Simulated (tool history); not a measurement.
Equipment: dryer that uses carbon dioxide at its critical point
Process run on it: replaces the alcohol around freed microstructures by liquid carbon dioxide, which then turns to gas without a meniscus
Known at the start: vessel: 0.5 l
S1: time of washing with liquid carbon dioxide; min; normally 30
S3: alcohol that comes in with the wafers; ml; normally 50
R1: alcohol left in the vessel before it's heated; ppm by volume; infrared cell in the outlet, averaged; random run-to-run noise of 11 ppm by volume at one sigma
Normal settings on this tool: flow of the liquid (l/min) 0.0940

{"run": 1, "hour": 0.0, "S1": 30, "flow of the liquid (l/min)": 0.094, "S3": 50, "R1": 775}
{"run": 2, "hour": 7.3, "S1": 30, "flow of the liquid (l/min)": 0.094, "S3": 50, "R1": 773}
{"run": 3, "hour": 15.5, "S1": 30, "flow of the liquid (l/min)": 0.094, "S3": 50, "R1": 801}
{"run": 4, "hour": 20.9, "S1": 30, "flow of the liquid (l/min)": 0.094, "S3": 50, "R1": 791}
{"run": 5, "hour": 29.5, "S1": 30, "flow of the liquid (l/min)": 0.094, "S3": 50, "R1": 788}
{"run": 6, "hour": 35.2, "S1": 30, "flow of the liquid (l/min)": 0.1365, "S3": 50, "R1": 106}
{"run": 7, "hour": 41.9, "S1": 30, "flow of the liquid (l/min)": 0.1365, "S3": 50, "R1": 111}
{"run": 8, "hour": 51.1, "S1": 27, "flow of the liquid (l/min)": 0.1099, "S3": 42, "R1": 544}
{"run": 9, "hour": 60.4, "S1": 27, "flow of the liquid (l/min)": 0.1099, "S3": 42, "R1": 567}
{"run": 10, "hour": 72.8, "S1": 20, "flow of the liquid (l/min)": 0.0801, "S3": 42, "R1": 5377}
{"run": 11, "hour": 80.4, "S1": 20, "flow of the liquid (l/min)": 0.0801, "S3": 42, "R1": 5506}

Predict each of these 4 candidate next runs independently; none follows another, all start after run 11:
{"run": "A", "hour": 89.2, "S1": 28, "flow of the liquid (l/min)": 0.094, "S3": 50, "R1": "?"}
{"run": "B", "hour": 89.2, "S1": 20, "flow of the liquid (l/min)": 0.1004, "S3": 42, "R1": "?"}
{"run": "C", "hour": 89.2, "S1": 20, "flow of the liquid (l/min)": 0.1432, "S3": 28, "R1": "?"}
{"run": "D", "hour": 89.2, "S1": 24, "flow of the liquid (l/min)": 0.1474, "S3": 69, "R1": "?"}

run=A R1=1181
run=B R1=2803
run=C R1=474
run=D R1=377
With no hidden state in the tool, these same runs would have given:
run=A R1=865
run=B R1=2220
run=C R1=334
run=D R1=245

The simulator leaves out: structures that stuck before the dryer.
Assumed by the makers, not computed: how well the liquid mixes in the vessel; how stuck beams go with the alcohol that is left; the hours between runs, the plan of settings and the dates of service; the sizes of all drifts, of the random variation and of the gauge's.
